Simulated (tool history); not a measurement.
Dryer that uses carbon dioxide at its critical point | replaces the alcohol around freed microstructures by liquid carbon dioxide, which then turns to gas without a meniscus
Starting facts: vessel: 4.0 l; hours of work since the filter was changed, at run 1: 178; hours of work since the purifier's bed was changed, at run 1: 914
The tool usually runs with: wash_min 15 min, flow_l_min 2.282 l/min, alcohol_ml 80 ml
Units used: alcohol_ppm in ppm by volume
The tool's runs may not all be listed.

run	day	wash_min	flow_l_min	alcohol_ml	hours of work since the filter was changed	hours of work since the purifier's bed was changed	alcohol_ppm
1	0.000	15	2.282	80	178	914	102
2	1.325	10	2.282	80	196	932	183
3	2.362	10	2.282	80	210	946	180
4	3.838	10	2.060	80	231	967	260
5	5.129	10	2.060	80	249	985	267
6	6.317	10	2.060	80	265	1001	273
7	7.025	15	2.440	80	275	1011	105
8	8.108	15	2.440	80	290	1026	92
9	9.012	15	2.282	80	303	1038	111
10	10.104	15	2.282	88	318	1054	113
11	11.150	15	2.282	42	332	1068	106
12	12.479	15	2.282	42	351	1087	111
13	13.842	15	2.282	42	370	1105	106
# day 14.575: inlet filter changed
14	14.642	15	2.282	42	1	1116	108
15	15.875	15	2.282	42	18	1133	111
16	17.342	19	2.282	26	38	1153	116
17	18.638	22	1.590	25	56	1171	110
18	19.621	15	2.390	30	70	1185	113
19	21.246	10	3.000	26	93	1208	117
20	22.750	10	3.000	26	113	1228	124
# day 22.971: purifier's bed changed
21	23.596	10	3.000	35	123	9	22
22	24.438	10	3.000	35	135	20	16
23	25.242	19	3.330	27	146	31	13
24	26.242	15	2.550	80	160	45	19
25	26.925	15	2.550	80	170	55	17
26	28.033	22	3.020	32	185	70	16
27	29.129	22	3.020	32	200	85	18
28	30.700	16	2.282	82	222	107	25
29	31.633	10	3.050	80	235	120	35

What would each run have given without the hidden state, its run-to-run variation left as it was?
The tool's hidden condition here consists of: flow that reaches the vessel past the clogged filter, %; alcohol in the recycled carbon dioxide, ppm; drift of the gauge itself on alcohol_ppm, %.
run	alcohol_ppm
1	16
2	72
3	65
4	130
5	127
6	129
7	10
8	0
9	10
10	10
11	7
12	10
13	1
14	6
15	5
16	8
17	3
18	5
19	8
20	9
21	19
22	12
23	9
24	13
25	11
26	9
27	9
28	12
29	18
